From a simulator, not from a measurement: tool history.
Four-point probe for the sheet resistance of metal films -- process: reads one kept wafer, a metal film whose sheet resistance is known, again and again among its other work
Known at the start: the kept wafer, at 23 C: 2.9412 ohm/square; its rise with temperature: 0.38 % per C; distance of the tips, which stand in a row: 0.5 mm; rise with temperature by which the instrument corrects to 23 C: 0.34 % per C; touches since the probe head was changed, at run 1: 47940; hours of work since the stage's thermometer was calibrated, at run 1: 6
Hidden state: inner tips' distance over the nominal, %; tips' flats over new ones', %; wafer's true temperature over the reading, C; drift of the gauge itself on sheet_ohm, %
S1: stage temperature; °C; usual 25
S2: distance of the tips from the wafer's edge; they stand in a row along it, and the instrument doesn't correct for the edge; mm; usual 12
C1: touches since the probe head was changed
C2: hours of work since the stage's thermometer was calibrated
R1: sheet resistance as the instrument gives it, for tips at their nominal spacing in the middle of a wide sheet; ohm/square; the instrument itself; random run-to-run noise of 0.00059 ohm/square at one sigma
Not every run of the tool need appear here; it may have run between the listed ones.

Run 1, hour 0: usual settings; C1 47940; C2 6. Result: R1 2.952976 ohm/square.
Run 2, hour 23.7: usual settings; C1 49293; C2 21. Result: R1 2.952199 ohm/square.
Run 3, hour 44.5: usual settings; C1 50481; C2 34. Result: R1 2.952363 ohm/square.
Run 4, hour 72.5: usual settings; C1 52080; C2 52. Result: R1 2.951239 ohm/square.
Run 5, hour 99.3: usual settings but S2 10 mm; C1 53613; C2 69. Result: R1 2.953549 ohm/square.
Run 6, hour 123.2: usual settings but S2 10 mm; C1 54977; C2 85. Result: R1 2.952724 ohm/square.
Run 7, hour 148.6: usual settings; C1 56430; C2 101. Result: R1 2.951225 ohm/square.
Run 8, hour 174.5: usual settings but S2 30 mm; C1 57911; C2 117. Result: R1 2.946713 ohm/square.
Run 9, hour 188.4: usual settings but S2 30 mm; C1 58705; C2 126. Result: R1 2.948512 ohm/square.
Run 10, hour 212.4: usual settings but S2 30 mm; C1 60077; C2 142. Result: R1 2.946802 ohm/square.
At hour 214.9: stage's thermometer calibrated.
Run 11, hour 241.2: usual settings but S1 24 °C, S2 10 mm; C1 61691; C2 17. Result: R1 2.949487 ohm/square.
Run 12, hour 253.1: usual settings but S1 24 °C, S2 10 mm; C1 62368; C2 24. Result: R1 2.948378 ohm/square.
Run 13, hour 277.9: usual settings but S1 32 °C, S2 70 mm; C1 63789; C2 40. Result: R1 2.955441 ohm/square.
Run 14, hour 294.4: usual settings but S2 18 mm; C1 64729; C2 51. Result: R1 2.947769 ohm/square.

Alternative continuations, all from the tool just after run 14; predict every row:
Run A, hour 321.3: usual settings but S1 26 °C, S2 3 mm; C1 66269; C2 68. Result: R1 ?.
Run B, hour 321.3: usual settings but S1 32 °C, S2 16 mm; C1 66269; C2 68. Result: R1 ?.
Run C, hour 321.3: usual settings but S1 21 °C, S2 5 mm; C1 66269; C2 68. Result: R1 ?.
Run D, hour 321.3: usual settings but S1 28 °C, S2 19 mm; C1 66269; C2 68. Result: R1 ?.

run        R1
  A  2.991261
  B  2.958088
  C  2.955636
  D  2.950812
With the hidden condition removed and each run's random variation left untouched, the same runs would have given:
run        R1
  A  2.988959
  B  2.955783
  C  2.953379
  D  2.948529

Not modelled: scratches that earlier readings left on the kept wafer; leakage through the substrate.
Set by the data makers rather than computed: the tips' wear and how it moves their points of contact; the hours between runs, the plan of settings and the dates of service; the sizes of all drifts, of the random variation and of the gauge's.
